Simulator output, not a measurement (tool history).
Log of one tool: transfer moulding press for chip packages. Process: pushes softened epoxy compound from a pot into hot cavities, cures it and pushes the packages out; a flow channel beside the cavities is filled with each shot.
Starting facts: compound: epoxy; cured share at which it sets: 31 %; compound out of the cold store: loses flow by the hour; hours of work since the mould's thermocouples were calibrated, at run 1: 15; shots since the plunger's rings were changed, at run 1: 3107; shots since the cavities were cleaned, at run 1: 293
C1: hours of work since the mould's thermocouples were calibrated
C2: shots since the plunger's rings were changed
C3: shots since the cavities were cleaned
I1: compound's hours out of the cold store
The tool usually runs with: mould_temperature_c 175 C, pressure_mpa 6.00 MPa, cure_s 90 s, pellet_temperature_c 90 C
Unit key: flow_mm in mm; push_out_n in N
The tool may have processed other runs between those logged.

run 1 hour=0.0 | mould_temperature_c=175 pressure_mpa=6.00 cure_s=90 pellet_temperature_c=90 | C1=15 C2=3107 C3=293 | I1=25.5 | flow_mm=599 push_out_n=467
run 2 hour=16.6 | mould_temperature_c=173 pressure_mpa=6.00 cure_s=90 pellet_temperature_c=90 | C1=27 C2=3352 C3=538 | I1=30.5 | flow_mm=584 push_out_n=497
-- hour=29.7 cavities cleaned with cleaning compound and waxed
run 3 hour=32.4 | mould_temperature_c=176 pressure_mpa=6.00 cure_s=90 pellet_temperature_c=90 | C1=37 C2=3565 C3=41 | I1=45.9 | flow_mm=532 push_out_n=452
run 4 hour=44.5 | mould_temperature_c=177 pressure_mpa=6.00 cure_s=90 pellet_temperature_c=90 | C1=46 C2=3743 C3=219 | I1=17.5 | flow_mm=627 push_out_n=432
run 5 hour=59.7 | mould_temperature_c=177 pressure_mpa=6.00 cure_s=90 pellet_temperature_c=90 | C1=57 C2=3968 C3=444 | I1=13.6 | flow_mm=644 push_out_n=462
-- hour=80.0 cavities cleaned with cleaning compound and waxed
-- hour=84.7 plunger's sealing rings changed
run 6 hour=87.5 | mould_temperature_c=177 pressure_mpa=6.00 cure_s=90 pellet_temperature_c=90 | C1=75 C2=42 C3=75 | I1=43.8 | flow_mm=536 push_out_n=431
run 7 hour=111.8 | mould_temperature_c=173 pressure_mpa=7.03 cure_s=126 pellet_temperature_c=82 | C1=93 C2=401 C3=434 | I1=10.6 | flow_mm=710 push_out_n=408
-- hour=132.3 cavities cleaned with cleaning compound and waxed
run 8 hour=134.4 | mould_temperature_c=179 pressure_mpa=6.45 cure_s=118 pellet_temperature_c=84 | C1=108 C2=712 C3=30 | I1=14.6 | flow_mm=659 push_out_n=425
run 9 hour=157.6 | mould_temperature_c=175 pressure_mpa=6.64 cure_s=90 pellet_temperature_c=90 | C1=125 C2=1056 C3=374 | I1=47.5 | flow_mm=558 push_out_n=464
run 10 hour=172.4 | mould_temperature_c=175 pressure_mpa=5.76 cure_s=86 pellet_temperature_c=90 | C1=136 C2=1276 C3=594 | I1=11.0 | flow_mm=641 push_out_n=506

Each row is a separate what-if for the run after 10, all from the same tool condition, not one after another. Results?
-- hour=181.4 cavities cleaned with cleaning compound and waxed
run A hour=186.0 | mould_temperature_c=175 pressure_mpa=6.45 cure_s=86 pellet_temperature_c=90 | C1=145 C2=1455 C3=68 | I1=36.7 | flow_mm=? push_out_n=?
-- hour=181.4 cavities cleaned with cleaning compound and waxed
run B hour=186.0 | mould_temperature_c=175 pressure_mpa=6.67 cure_s=90 pellet_temperature_c=90 | C1=145 C2=1455 C3=68 | I1=9.7 | flow_mm=? push_out_n=?
-- hour=181.4 cavities cleaned with cleaning compound and waxed
run C hour=186.0 | mould_temperature_c=175 pressure_mpa=5.76 cure_s=127 pellet_temperature_c=90 | C1=145 C2=1455 C3=68 | I1=27.8 | flow_mm=? push_out_n=?

run=A flow_mm=588 push_out_n=466
run=B flow_mm=691 push_out_n=479
run=C flow_mm=583 push_out_n=420
Had the tool no hidden state, the same runs would have come out as:
run=A flow_mm=589 push_out_n=464
run=B flow_mm=691 push_out_n=477
run=C flow_mm=583 push_out_n=419

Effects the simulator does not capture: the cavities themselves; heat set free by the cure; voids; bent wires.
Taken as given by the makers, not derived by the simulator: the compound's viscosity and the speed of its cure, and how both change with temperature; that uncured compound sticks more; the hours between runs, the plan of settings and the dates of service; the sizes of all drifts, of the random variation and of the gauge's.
